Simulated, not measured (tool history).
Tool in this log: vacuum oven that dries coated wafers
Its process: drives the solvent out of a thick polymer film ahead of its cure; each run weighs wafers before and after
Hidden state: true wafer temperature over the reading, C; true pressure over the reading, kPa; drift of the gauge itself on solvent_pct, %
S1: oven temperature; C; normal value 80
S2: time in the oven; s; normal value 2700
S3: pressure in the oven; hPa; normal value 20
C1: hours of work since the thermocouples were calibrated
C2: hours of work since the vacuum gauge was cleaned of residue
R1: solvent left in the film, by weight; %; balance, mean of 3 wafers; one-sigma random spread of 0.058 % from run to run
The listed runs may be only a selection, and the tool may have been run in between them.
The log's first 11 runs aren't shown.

run 12 hour=699.4 | S1=80 S2=2700 S3=20 | C1=942 C2=682 | R1=3.68
run 13 hour=791.4 | S1=80 S2=2700 S3=20 | C1=993 C2=733 | R1=3.59
run 14 hour=881.7 | S1=80 S2=4440 S3=20 | C1=1043 C2=783 | R1=2.81
-- hour=949.8 oven's thermocouples calibrated
run 15 hour=971.8 | S1=80 S2=4440 S3=20 | C1=12 C2=832 | R1=2.64
run 16 hour=1045.5 | S1=80 S2=4440 S3=20 | C1=53 C2=872 | R1=2.67
run 17 hour=1099.1 | S1=80 S2=2700 S3=20 | C1=83 C2=902 | R1=3.27
run 18 hour=1201.2 | S1=80 S2=2700 S3=62.5 | C1=139 C2=959 | R1=7.82
run 19 hour=1275.7 | S1=80 S2=2700 S3=20 | C1=180 C2=1000 | R1=3.39
run 20 hour=1328 | S1=80 S2=2700 S3=20 | C1=209 C2=1029 | R1=3.4
run 21 hour=1405.4 | S1=80 S2=2700 S3=26.7 | C1=252 C2=1072 | R1=4.18
run 22 hour=1450 | S1=80 S2=2700 S3=52.7 | C1=277 C2=1096 | R1=6.99
run 23 hour=1503.6 | S1=80 S2=2700 S3=20 | C1=307 C2=1126 | R1=3.66
run 24 hour=1600.6 | S1=80 S2=2220 S3=20 | C1=360 C2=1180 | R1=4.28
run 25 hour=1686.2 | S1=73 S2=4680 S3=22 | C1=408 C2=1227 | R1=5
run 26 hour=1727.6 | S1=66 S2=2760 S3=20 | C1=431 C2=1250 | R1=10.58
run 27 hour=1772.9 | S1=80 S2=1560 S3=23.9 | C1=456 C2=1275 | R1=6.21
run 28 hour=1828.6 | S1=84 S2=2280 S3=39.3 | C1=487 C2=1306 | R1=4.75
run 29 hour=1929.2 | S1=84 S2=2280 S3=39.3 | C1=542 C2=1362 | R1=4.76
run 30 hour=2004.3 | S1=80 S2=2700 S3=60 | C1=584 C2=1403 | R1=7.91
run 31 hour=2105.7 | S1=73 S2=2400 S3=14.5 | C1=640 C2=1459 | R1=6.85
run 32 hour=2206.5 | S1=90 S2=2700 S3=20 | C1=696 C2=1515 | R1=1.96

Forecast run 33:
run 33 hour=2254.3 | S1=80 S2=1920 S3=41.4 | C1=722 C2=1542 | R1=?

Run 33 yielded R1 7.23 %.
On a tool with no hidden condition, and with the same random variation, this run would have come out at R1 5.99 %.
